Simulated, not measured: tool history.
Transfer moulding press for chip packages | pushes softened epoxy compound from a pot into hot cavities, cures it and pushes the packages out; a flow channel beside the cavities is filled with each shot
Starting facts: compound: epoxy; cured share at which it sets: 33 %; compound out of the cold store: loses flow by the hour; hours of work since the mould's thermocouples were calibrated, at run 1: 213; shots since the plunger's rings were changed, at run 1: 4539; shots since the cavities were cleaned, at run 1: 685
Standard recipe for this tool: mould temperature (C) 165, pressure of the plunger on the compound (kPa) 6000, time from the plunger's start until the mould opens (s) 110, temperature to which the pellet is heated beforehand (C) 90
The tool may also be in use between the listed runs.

run,day,mould temperature (C),pressure of the plunger on the compound (kPa),time from the plunger's start until the mould opens (s),temperature to which the pellet is heated beforehand (C),hours of work since the mould's thermocouples were calibrated,shots since the plunger's rings were changed,shots since the cavities were cleaned,incoming compound's hours out of the cold store,length that the compound runs in the flow channel (mm),greatest force on the pins that push the packages out (N)
1,0.000,165,6000,110,90,213,4539,685,41.5,708,631
# day 2.262: cavities cleaned with cleaning compound and waxed
2,2.462,165,6000,144,90,240,5016,40,28.9,747,791
3,4.588,165,6000,110,86,264,5438,462,20.4,766,807
4,6.329,171,6000,110,86,284,5784,808,38.9,679,734
# day 8.046: cavities cleaned with cleaning compound and waxed
# day 8.358: plunger's sealing rings changed
5,8.733,165,6000,110,90,309,75,116,43.9,770,506
6,10.396,165,6000,110,90,328,405,446,41.5,773,609
# day 11.342: cavities cleaned with cleaning compound and waxed, once more
7,12.083,165,6000,110,90,347,728,148,25.8,828,522
8,14.392,165,6000,110,90,373,1186,606,20.6,842,645
# day 14.725: mould's thermocouples calibrated
# day 17.125: cavities cleaned with cleaning compound and waxed
9,17.283,165,6000,149,82,28,1732,32,15.2,856,466
10,19.179,165,6000,149,92,50,2109,409,16.9,839,578
11,21.196,165,5800,96,90,73,2509,809,14.4,827,724
# day 22.771: cavities cleaned with cleaning compound and waxed
12,23.088,165,5800,96,90,94,2872,62,48.0,704,518
13,25.625,165,5800,96,90,123,3377,567,31.3,749,668
14,27.904,166,5570,110,90,148,3829,1019,21.7,760,675
# day 28.479: cavities cleaned with cleaning compound and waxed
15,30.525,165,4540,110,91,178,4338,407,41.5,625,593

Branching from run 15: 3 alternative next runs. What would each branch give?
A,32.108,166,6510,143,90,196,4652,721,10.0,?,?
B,32.108,165,6000,145,90,196,4652,721,34.9,?,?
C,32.108,167,5560,110,81,196,4652,721,37.1,?,?

run,length that the compound runs in the flow channel (mm),greatest force on the pins that push the packages out (N)
A,852,605
B,732,614
C,688,626
Take away the tool's hidden state, keep each run's random variation, and the runs would have read:
run,length that the compound runs in the flow channel (mm),greatest force on the pins that push the packages out (N)
A,931,427
B,800,434
C,752,445
